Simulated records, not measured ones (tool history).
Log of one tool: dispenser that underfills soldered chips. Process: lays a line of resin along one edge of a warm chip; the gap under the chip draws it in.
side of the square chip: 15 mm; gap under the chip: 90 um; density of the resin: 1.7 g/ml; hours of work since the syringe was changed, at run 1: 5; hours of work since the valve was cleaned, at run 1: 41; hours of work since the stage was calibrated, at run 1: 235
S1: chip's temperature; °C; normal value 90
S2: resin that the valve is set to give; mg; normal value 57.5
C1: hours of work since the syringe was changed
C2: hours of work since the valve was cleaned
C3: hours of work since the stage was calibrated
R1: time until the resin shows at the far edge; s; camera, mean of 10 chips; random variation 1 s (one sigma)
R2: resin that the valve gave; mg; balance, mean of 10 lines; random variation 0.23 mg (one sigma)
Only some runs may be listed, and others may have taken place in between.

| run | hour | S1 | S2 | C1 | C2 | C3 | R1 | R2 |
|---|---|---|---|---|---|---|---|---|
| 1 | 0.0 | 90 | 57.5 | 5 | 41 | 235 | 160.4 | 56.43 |
|  | 1.8 | new syringe of resin |
| 2 | 6.5 | 90 | 65.7 | 4 | 46 | 240 | 140.3 | 64.05 |
|  | 10.2 | new syringe of resin |
| 3 | 14.0 | 102 | 57.5 | 3 | 52 | 245 | 81.4 | 55.88 |
|  | 18.9 | new syringe of resin |
| 4 | 24.4 | 102 | 57.5 | 4 | 59 | 253 | 92.0 | 55.93 |
|  | 27.5 | new syringe of resin |
| 5 | 28.9 | 102 | 57.5 | 1 | 62 | 256 | 70.6 | 55.35 |
| 6 | 35.3 | 102 | 57.5 | 6 | 67 | 261 | 104.8 | 55.78 |
|  | 36.3 | new syringe of resin |
|  | 44.8 | new syringe of resin |
| 7 | 45.6 | 102 | 57.5 | 1 | 74 | 268 | 68.2 | 55.55 |
| 8 | 52.8 | 102 | 57.5 | 6 | 80 | 274 | 106.8 | 55.01 |
|  | 53.9 | new syringe of resin |
|  | 62.3 | new syringe of resin |
| 9 | 63.5 | 102 | 63.0 | 1 | 88 | 281 | 70.8 | 59.87 |
| 10 | 68.1 | 102 | 63.0 | 4 | 91 | 285 | 91.7 | 60.13 |
|  | 71.1 | dispensing valve cleaned and set on the balance |
|  | 72.3 | new syringe of resin |
| 11 | 73.8 | 90 | 57.5 | 1 | 2 | 288 | 115.4 | 57.24 |
| 12 | 78.2 | 90 | 57.5 | 4 | 5 | 292 | 158.0 | 57.45 |
|  | 80.8 | new syringe of resin |
| 13 | 86.7 | 90 | 57.5 | 4 | 11 | 298 | 155.6 | 57.04 |
|  | 89.1 | new syringe of resin |
| 14 | 95.2 | 90 | 57.5 | 5 | 18 | 304 | 157.3 | 57.25 |
|  | 97.9 | new syringe of resin |
| 15 | 100.3 | 90 | 57.5 | 2 | 21 | 308 | 124.9 | 57.29 |
|  | 106.8 | new syringe of resin |
| 16 | 106.8 | 90 | 57.5 | 0 | 26 | 312 | 107.2 | 56.77 |
|  | 115.9 | new syringe of resin |
| 17 | 116.6 | 90 | 57.5 | 1 | 33 | 320 | 111.2 | 56.77 |
|  | 124.4 | new syringe of resin |
| 18 | 125.6 | 90 | 57.5 | 1 | 40 | 326 | 116.3 | 56.15 |
| 19 | 129.8 | 99 | 67.7 | 4 | 43 | 329 | 104.9 | 66.58 |
|  | 133.1 | new syringe of resin |
| 20 | 135.4 | 99 | 67.7 | 2 | 47 | 333 | 85.0 | 66.95 |
|  | 141.9 | new syringe of resin |
| 21 | 143.4 | 99 | 51.7 | 1 | 53 | 339 | 83.2 | 50.25 |
|  | 150.8 | new syringe of resin |
| 22 | 153.2 | 103 | 53.6 | 2 | 60 | 346 | 76.0 | 52.32 |
|  | 159.6 | new syringe of resin |
| 23 | 163.6 | 76 | 69.1 | 3 | 67 | 354 | 243.8 | 67.24 |
|  | 168.6 | new syringe of resin |
| 24 | 173.2 | 91 | 59.8 | 3 | 74 | 361 | 136.3 | 58.08 |
|  | 177.4 | new syringe of resin |
| 25 | 179.1 | 91 | 54.7 | 1 | 79 | 365 | 114.3 | 52.97 |
|  | 185.9 | new syringe of resin |
| 26 | 186.4 | 91 | 54.7 | 0 | 84 | 370 | 107.8 | 52.36 |
| 27 | 191.1 | 91 | 54.7 | 4 | 88 | 374 | 142.9 | 53.21 |
|  | 195.0 | new syringe of resin |
| 28 | 197.0 | 97 | 68.7 | 2 | 92 | 378 | 91.2 | 65.74 |
|  | 199.3 | dispensing valve cleaned and set on the balance |
|  | 204.8 | new syringe of resin |
| 29 | 207.2 | 90 | 63.1 | 2 | 6 | 385 | 128.7 | 63.35 |
|  | 213.7 | new syringe of resin |
| 30 | 216.8 | 77 | 59.4 | 2 | 13 | 392 | 228.0 | 59.08 |
|  | 222.3 | new syringe of resin |
| 31 | 225.6 | 83 | 66.4 | 3 | 19 | 398 | 178.9 | 66.04 |
|  | 230.6 | new syringe of resin |
| 32 | 231.4 | 97 | 71.9 | 1 | 23 | 403 | 85.9 | 70.99 |
| 33 | 237.2 | 97 | 71.9 | 5 | 28 | 407 | 125.5 | 71.08 |
|  | 239.2 | new syringe of resin |
| 34 | 243.3 | 96 | 49.1 | 3 | 32 | 411 | 112.7 | 48.75 |
|  | 247.9 | new syringe of resin |
| 35 | 249.3 | 96 | 49.1 | 1 | 36 | 416 | 95.0 | 48.49 |
|  | 257.1 | new syringe of resin |
| 36 | 257.5 | 78 | 58.9 | 0 | 42 | 422 | 187.8 | 57.79 |

3 ways to go on from here, each from the tool as it stands after run 36. What would each give?
| A | 264.2 | 84 | 65.4 | 5 | 48 | 427 | ? | ? |
| B | 264.2 | 79 | 62.4 | 5 | 48 | 427 | ? | ? |
| C | 264.2 | 78 | 49.1 | 5 | 48 | 427 | ? | ? |

| run | R1 | R2 |
|---|---|---|
| A | 223.0 | 63.82 |
| B | 273.7 | 61.04 |
| C | 293.7 | 47.81 |
Without the tool's unlogged condition, the same runs would have read:
| run | R1 | R2 |
|---|---|---|
| A | 128.2 | 65.26 |
| B | 156.4 | 62.42 |
| C | 167.2 | 48.88 |
